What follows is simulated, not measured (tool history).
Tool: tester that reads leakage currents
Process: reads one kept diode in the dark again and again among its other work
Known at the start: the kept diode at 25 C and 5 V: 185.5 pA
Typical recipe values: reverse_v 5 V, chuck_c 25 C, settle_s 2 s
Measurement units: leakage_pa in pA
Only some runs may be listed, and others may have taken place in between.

Run 1, hour 0: usual settings. Result: leakage_pa 203.57 pA.
At hour 75.2: probe card cleaned and baked.
Run 2, hour 186.1: usual settings but reverse_v 1.1 V. Result: leakage_pa 84.27 pA.
Run 3, hour 353.8: usual settings but reverse_v 17.25 V. Result: leakage_pa 410.65 pA.
Run 4, hour 495.2: usual settings. Result: leakage_pa 202 pA.
Run 5, hour 623.7: usual settings. Result: leakage_pa 204.07 pA.
Run 6, hour 713.5: usual settings but reverse_v 2.35 V. Result: leakage_pa 133.6 pA.
Run 7, hour 806: usual settings. Result: leakage_pa 204.83 pA.
Run 8, hour 973: usual settings. Result: leakage_pa 207.54 pA.
Run 9, hour 1062.7: usual settings but chuck_c 46 C. Result: leakage_pa 877.58 pA.
At hour 1240.6: chuck's temperature calibrated.
Run 10, hour 1240.6: usual settings but settle_s 9.25 s. Result: leakage_pa 188.26 pA.
Run 11, hour 1397: usual settings but reverse_v 1.75 V, settle_s 9.25 s. Result: leakage_pa 104.06 pA.
Run 12, hour 1513: usual settings. Result: leakage_pa 191.21 pA.
Run 13, hour 1686.1: usual settings. Result: leakage_pa 191.98 pA.
Run 14, hour 1821.4: usual settings. Result: leakage_pa 193.12 pA.
Run 15, hour 1990.2: usual settings but chuck_c 33 C. Result: leakage_pa 343.42 pA.
Run 16, hour 2172.1: usual settings but chuck_c 33 C. Result: leakage_pa 345.08 pA.
Run 17, hour 2273.1: usual settings. Result: leakage_pa 197.26 pA.
Run 18, hour 2461.3: usual settings. Result: leakage_pa 197.55 pA.
At hour 2560.5: probe card cleaned and baked.
Run 19, hour 2641.3: usual settings but chuck_c 38 C. Result: leakage_pa 491.96 pA.
Run 20, hour 2811.3: usual settings but reverse_v 10.83 V, chuck_c 38 C. Result: leakage_pa 762.58 pA.
Run 21, hour 2947.6: usual settings but reverse_v 10.83 V, chuck_c 38 C. Result: leakage_pa 768.6 pA.
At hour 2959.9: tester calibrated.
Run 22, hour 3124: usual settings but reverse_v 10.83 V, chuck_c 23 C, settle_s 2.82 s. Result: leakage_pa 268.41 pA.
Run 23, hour 3229.6: usual settings but reverse_v 10.83 V, chuck_c 23 C, settle_s 2.82 s. Result: leakage_pa 269.1 pA.
Run 24, hour 3311.1: usual settings but reverse_v 1.54 V, chuck_c 60 C, settle_s 5.95 s. Result: leakage_pa 1033.33 pA.
Run 25, hour 3393.5: usual settings but reverse_v 1.16 V, chuck_c 28 C, settle_s 1.12 s. Result: leakage_pa 109.2 pA.
Run 26, hour 3584.7: usual settings but reverse_v 1.03 V, chuck_c 53 C, settle_s 3.94 s. Result: leakage_pa 545.84 pA.
Run 27, hour 3746.2: usual settings but reverse_v 19.16 V. Result: leakage_pa 443.47 pA.
At hour 3894: tester calibrated, once more.
Run 28, hour 3894: usual settings but reverse_v 19.16 V, chuck_c 26 C, settle_s 3.18 s. Result: leakage_pa 472.88 pA.
Run 29, hour 4058.5: usual settings but reverse_v 2.48 V. Result: leakage_pa 137.05 pA.
Run 30, hour 4177.1: usual settings but reverse_v 8.11 V, chuck_c 36 C, settle_s 9.53 s. Result: leakage_pa 591.29 pA.
Run 31, hour 4346.1: usual settings but chuck_c 36 C, settle_s 0.7 s. Result: leakage_pa 452.4 pA.
Run 32, hour 4536.1: usual settings but reverse_v 3.23 V, chuck_c 36 C, settle_s 0.78 s. Result: leakage_pa 353.13 pA.
Run 33, hour 4683.5: usual settings but reverse_v 3.23 V, chuck_c 36 C, settle_s 0.78 s. Result: leakage_pa 356.28 pA.
Run 34, hour 4839.8: usual settings but reverse_v 3.23 V, chuck_c 28 C, settle_s 0.5 s. Result: leakage_pa 205.46 pA.
At hour 4902.3: chuck's temperature calibrated.
Run 35, hour 4956.9: usual settings but reverse_v 1.51 V, chuck_c 34 C, settle_s 1.06 s. Result: leakage_pa 181.47 pA.
At hour 5047.8: probe card cleaned and baked.
Run 36, hour 5146.9: usual settings but reverse_v 1.51 V, chuck_c 34 C, settle_s 1.06 s. Result: leakage_pa 181.24 pA.
Run 37, hour 5330.5: usual settings but reverse_v 5.08 V, chuck_c 24 C, settle_s 1.37 s. Result: leakage_pa 177.16 pA.
Run 38, hour 5435.7: usual settings but reverse_v 5.08 V, chuck_c 24 C, settle_s 1.37 s. Result: leakage_pa 178.88 pA.
Run 39, hour 5560.4: usual settings but reverse_v 5.31 V. Result: leakage_pa 197.74 pA.

Here are 3 independent what-if runs from the current tool condition. What would each one return?
Run A, hour 5733.9: usual settings but reverse_v 3.44 V, chuck_c 56 C. Result: leakage_pa ?.
Run B, hour 5733.9: usual settings but reverse_v 15.66 V. Result: leakage_pa ?.
Run C, hour 5733.9: usual settings but reverse_v 7.71 V, chuck_c 21 C. Result: leakage_pa ?.

run  leakage_pa
  A     1235.42
  B      369.48
  C      183.44
What these runs would have given with no unlogged condition in the tool:
run  leakage_pa
  A      1209.4
  B      357.27
  C      177.28
